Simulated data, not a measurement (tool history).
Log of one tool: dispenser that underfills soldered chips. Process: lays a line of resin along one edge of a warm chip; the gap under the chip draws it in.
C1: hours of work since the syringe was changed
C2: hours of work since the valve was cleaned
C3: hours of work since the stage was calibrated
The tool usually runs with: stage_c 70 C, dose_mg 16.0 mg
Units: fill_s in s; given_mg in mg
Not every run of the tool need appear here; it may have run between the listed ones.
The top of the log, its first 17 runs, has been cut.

run 18 day=2.429 | stage_c=58 dose_mg=16.0 | C1=8 C2=8 C3=70 | fill_s=120.0 given_mg=15.95
run 19 day=2.542 | stage_c=70 dose_mg=16.0 | C1=9 C2=9 C3=72 | fill_s=93.6 given_mg=15.85
-- day=2.592 new syringe of resin
run 20 day=2.642 | stage_c=70 dose_mg=17.0 | C1=1 C2=11 C3=73 | fill_s=43.2 given_mg=16.97
run 21 day=2.762 | stage_c=70 dose_mg=17.0 | C1=3 C2=13 C3=75 | fill_s=52.1 given_mg=16.85
run 22 day=2.946 | stage_c=70 dose_mg=17.0 | C1=6 C2=16 C3=78 | fill_s=66.7 given_mg=16.77
run 23 day=3.067 | stage_c=69 dose_mg=18.9 | C1=8 C2=18 C3=80 | fill_s=80.0 given_mg=18.59
run 24 day=3.208 | stage_c=63 dose_mg=18.3 | C1=10 C2=20 C3=82 | fill_s=119.9 given_mg=18.02
-- day=3.233 new syringe of resin
run 25 day=3.338 | stage_c=63 dose_mg=18.3 | C1=2 C2=22 C3=84 | fill_s=60.0 given_mg=18.06
run 26 day=3.483 | stage_c=84 dose_mg=17.5 | C1=4 C2=24 C3=86 | fill_s=38.0 given_mg=17.27
run 27 day=3.583 | stage_c=65 dose_mg=17.7 | C1=6 C2=26 C3=88 | fill_s=78.3 given_mg=17.43
run 28 day=3.725 | stage_c=73 dose_mg=13.6 | C1=8 C2=28 C3=90 | fill_s=77.8 given_mg=13.37
-- day=3.871 new syringe of resin
run 29 day=3.900 | stage_c=84 dose_mg=16.0 | C1=0 C2=31 C3=93 | fill_s=28.7 given_mg=15.59
run 30 day=4.096 | stage_c=84 dose_mg=20.0 | C1=4 C2=34 C3=96 | fill_s=36.6 given_mg=19.59
run 31 day=4.271 | stage_c=61 dose_mg=15.8 | C1=6 C2=37 C3=99 | fill_s=95.8 given_mg=15.38
run 32 day=4.433 | stage_c=56 dose_mg=15.8 | C1=9 C2=39 C3=101 | fill_s=144.1 given_mg=15.36
-- day=4.517 new syringe of resin
-- day=4.558 dispensing valve cleaned and set on the balance
run 33 day=4.596 | stage_c=56 dose_mg=15.8 | C1=1 C2=1 C3=103 | fill_s=68.6 given_mg=15.70
run 34 day=4.758 | stage_c=69 dose_mg=17.0 | C1=3 C2=3 C3=106 | fill_s=56.8 given_mg=17.10
run 35 day=4.938 | stage_c=67 dose_mg=16.3 | C1=6 C2=6 C3=109 | fill_s=77.3 given_mg=16.23
run 36 day=5.038 | stage_c=69 dose_mg=16.4 | C1=8 C2=8 C3=110 | fill_s=86.2 given_mg=16.42
run 37 day=5.150 | stage_c=58 dose_mg=14.2 | C1=10 C2=10 C3=112 | fill_s=141.6 given_mg=14.06

3 ways to go on from here, each from the tool as it stands after run 37. What would each give?
-- day=5.200 new syringe of resin
run A day=5.262 | stage_c=62 dose_mg=20.3 | C1=1 C2=11 C3=114 | fill_s=? given_mg=?
-- day=5.200 new syringe of resin
run B day=5.262 | stage_c=55 dose_mg=20.8 | C1=1 C2=11 C3=114 | fill_s=? given_mg=?
-- day=5.200 new syringe of resin
run C day=5.262 | stage_c=59 dose_mg=17.2 | C1=1 C2=11 C3=114 | fill_s=? given_mg=?

run=A fill_s=58.0 given_mg=20.16
run=B fill_s=71.9 given_mg=20.68
run=C fill_s=64.3 given_mg=17.16
Take away the tool's hidden state, keep each run's random variation, and the runs would have read:
run=A fill_s=54.0 given_mg=20.27
run=B fill_s=67.0 given_mg=20.79
run=C fill_s=59.9 given_mg=17.25
